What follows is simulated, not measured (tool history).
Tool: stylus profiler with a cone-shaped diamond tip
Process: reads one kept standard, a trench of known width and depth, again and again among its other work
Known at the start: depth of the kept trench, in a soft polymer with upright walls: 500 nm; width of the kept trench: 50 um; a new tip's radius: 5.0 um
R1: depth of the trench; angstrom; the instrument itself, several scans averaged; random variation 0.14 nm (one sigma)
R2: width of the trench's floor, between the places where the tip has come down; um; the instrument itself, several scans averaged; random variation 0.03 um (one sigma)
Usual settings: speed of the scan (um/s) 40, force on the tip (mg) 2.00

run 1 hour=0.0 | speed_of_the_scan_(um/s)=40 force_on_the_tip_(mg)=2.00 | R1=5078.2 R2=45.25
run 2 hour=20.1 | speed_of_the_scan_(um/s)=40 force_on_the_tip_(mg)=2.00 | R1=5077.7 R2=45.30
run 3 hour=35.0 | speed_of_the_scan_(um/s)=40 force_on_the_tip_(mg)=2.00 | R1=5079.0 R2=45.28
run 4 hour=43.6 | speed_of_the_scan_(um/s)=40 force_on_the_tip_(mg)=2.00 | R1=5077.4 R2=45.28
run 5 hour=61.5 | speed_of_the_scan_(um/s)=38 force_on_the_tip_(mg)=2.00 | R1=5078.3 R2=45.28
run 6 hour=73.4 | speed_of_the_scan_(um/s)=38 force_on_the_tip_(mg)=2.00 | R1=5077.8 R2=45.27
run 7 hour=83.5 | speed_of_the_scan_(um/s)=40 force_on_the_tip_(mg)=3.00 | R1=5099.1 R2=45.34
run 8 hour=92.7 | speed_of_the_scan_(um/s)=40 force_on_the_tip_(mg)=3.00 | R1=5098.5 R2=45.27
run 9 hour=101.3 | speed_of_the_scan_(um/s)=40 force_on_the_tip_(mg)=3.00 | R1=5099.9 R2=45.30
run 10 hour=111.5 | speed_of_the_scan_(um/s)=40 force_on_the_tip_(mg)=3.00 | R1=5101.2 R2=45.31
run 11 hour=128.5 | speed_of_the_scan_(um/s)=40 force_on_the_tip_(mg)=3.00 | R1=5097.9 R2=45.24
run 12 hour=148.4 | speed_of_the_scan_(um/s)=40 force_on_the_tip_(mg)=3.00 | R1=5102.4 R2=45.26
run 13 hour=165.0 | speed_of_the_scan_(um/s)=60 force_on_the_tip_(mg)=2.38 | R1=5089.0 R2=45.12
run 14 hour=182.8 | speed_of_the_scan_(um/s)=63 force_on_the_tip_(mg)=1.13 | R1=5056.7 R2=44.98
run 15 hour=201.9 | speed_of_the_scan_(um/s)=111 force_on_the_tip_(mg)=0.83 | R1=5050.8 R2=44.53
run 16 hour=215.0 | speed_of_the_scan_(um/s)=32 force_on_the_tip_(mg)=1.38 | R1=5065.9 R2=45.20
run 17 hour=235.3 | speed_of_the_scan_(um/s)=52 force_on_the_tip_(mg)=2.24 | R1=5087.8 R2=45.16
run 18 hour=255.1 | speed_of_the_scan_(um/s)=52 force_on_the_tip_(mg)=2.24 | R1=5086.0 R2=45.20
run 19 hour=265.7 | speed_of_the_scan_(um/s)=16 force_on_the_tip_(mg)=1.11 | R1=5058.4 R2=45.34
run 20 hour=282.8 | speed_of_the_scan_(um/s)=18 force_on_the_tip_(mg)=1.06 | R1=5057.5 R2=45.27
run 21 hour=301.2 | speed_of_the_scan_(um/s)=104 force_on_the_tip_(mg)=1.45 | R1=5069.9 R2=44.74
run 22 hour=320.6 | speed_of_the_scan_(um/s)=104 force_on_the_tip_(mg)=1.45 | R1=5069.9 R2=44.77
run 23 hour=330.5 | speed_of_the_scan_(um/s)=104 force_on_the_tip_(mg)=1.45 | R1=5069.2 R2=44.74

The same runs without the tool's hidden state, with the same run-to-run variation:
The hidden state here: radius of the tip, um; height scale over the true one, %; drift of the gauge itself on depth_nm, %; drift of the gauge itself on floor_um, %.
run=1 R1=5069.9 R2=45.40
run=2 R1=5069.2 R2=45.46
run=3 R1=5070.2 R2=45.44
run=4 R1=5068.5 R2=45.45
run=5 R1=5069.2 R2=45.45
run=6 R1=5068.4 R2=45.44
run=7 R1=5089.5 R2=45.51
run=8 R1=5088.8 R2=45.44
run=9 R1=5090.1 R2=45.48
run=10 R1=5091.2 R2=45.49
run=11 R1=5087.6 R2=45.43
run=12 R1=5091.8 R2=45.45
run=13 R1=5078.3 R2=45.32
run=14 R1=5045.8 R2=45.18
run=15 R1=5039.7 R2=44.74
run=16 R1=5054.5 R2=45.42
run=17 R1=5076.1 R2=45.38
run=18 R1=5074.0 R2=45.43
run=19 R1=5046.3 R2=45.57
run=20 R1=5045.1 R2=45.50
run=21 R1=5057.3 R2=44.98
run=22 R1=5056.9 R2=45.01
run=23 R1=5056.1 R2=44.99
